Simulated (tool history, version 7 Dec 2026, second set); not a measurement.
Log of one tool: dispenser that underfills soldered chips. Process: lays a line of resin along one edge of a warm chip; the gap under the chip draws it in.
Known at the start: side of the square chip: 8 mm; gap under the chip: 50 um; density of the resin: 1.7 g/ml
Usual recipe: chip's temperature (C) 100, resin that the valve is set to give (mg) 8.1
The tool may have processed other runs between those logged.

run  hour  chip's temperature (C)  resin that the valve is set to give (mg)  time until the resin shows at the far edge (s)  resin that the valve gave (mg)
  1     0                     100                                       8.1                                            32.7                            7.94
  2   5.7                     100                                       8.1                                            37.4                            7.93
  3   9.6                     100                                       8.1                                            27.4                            7.99
  4  12.4                     100                                       8.1                                            28.4                             7.9
  5  18.2                     100                                       8.1                                            32.8                            7.89
  6  20.6                     100                                     10.38                                            33.5                           10.19
  7  25.5                     100                                     10.38                                              37                           10.16
  8  28.1                     100                                       7.5                                            27.2                            7.32
  9  30.8                     100                                       7.5                                            28.6                            7.35
 10  36.1                     100                                       7.5                                              32                             7.3
 11  40.6                     100                                       8.1                                              34                            7.86
 12    43                     100                                       8.1                                            35.8                            7.83
 13  46.2                     109                                       8.1                                            17.6                            7.83
 14  50.3                     100                                      8.99                                            28.7                            8.69
 15  55.5                     106                                       7.6                                            25.6                             7.3
 16  60.7                      87                                      8.95                                            64.2                            8.72
 17  65.4                     110                                       7.2                                              18                            6.92
 18    68                     110                                       7.2                                            18.8                            6.94
 19    73                      98                                      8.35                                            33.9                            7.98
 20    78                     112                                      8.26                                            21.4                            7.92
 21    83                     111                                      8.47                                            23.5                             8.1
 22  87.9                      90                                      9.24                                            43.8                            8.81
 23  93.6                      90                                      9.24                                              49                            8.81

Withheld: 5 entries from between the runs. Position of each, and hidden state at the listed run before versus the listed run after:
From run 2 to run 3: new syringe of resin (hour 8.1)
  resin's viscosity, % of fresh resin's: 140.6 -> 102.9; dose that the valve gives, % of what is set: 98.34 -> 98.21; true chip temperature over the reading, C: 0.2 -> 0.21
  measured result minus the result with no hidden state, time until the resin shows at the far edge (s): +10.7 -> +0.6; resin that the valve gave (mg): -0.14 -> -0.14
From run 7 to run 8: new syringe of resin (hour 26.9)
  resin's viscosity, % of fresh resin's: 142.1 -> 101; dose that the valve gives, % of what is set: 97.62 -> 97.54; true chip temperature over the reading, C: 0.28 -> 0.29
  measured result minus the result with no hidden state, time until the resin shows at the far edge (s): +10.6 -> +0.1; resin that the valve gave (mg): -0.25 -> -0.18
From run 12 to run 13: new syringe of resin (hour 45.8)
  resin's viscosity, % of fresh resin's: 136.5 -> 101.2; dose that the valve gives, % of what is set: 96.96 -> 96.84; true chip temperature over the reading, C: 0.35 -> 0.36
  measured result minus the result with no hidden state, time until the resin shows at the far edge (s): +9.4 -> +0.1; resin that the valve gave (mg): -0.24 -> -0.25
From run 16 to run 17: new syringe of resin (hour 64.8)
  resin's viscosity, % of fresh resin's: 135.8 -> 101.3; dose that the valve gives, % of what is set: 96.31 -> 96.15; true chip temperature over the reading, C: 0.42 -> 0.44
  measured result minus the result with no hidden state, time until the resin shows at the far edge (s): +16.1 -> +0.2; resin that the valve gave (mg): -0.33 -> -0.28
From run 21 to run 22: new syringe of resin (hour 83.8)
  resin's viscosity, % of fresh resin's: 144.8 -> 107.6; dose that the valve gives, % of what is set: 95.51 -> 95.32; true chip temperature over the reading, C: 0.51 -> 0.53
  measured result minus the result with no hidden state, time until the resin shows at the far edge (s): +7.1 -> +2.3; resin that the valve gave (mg): -0.38 -> -0.43
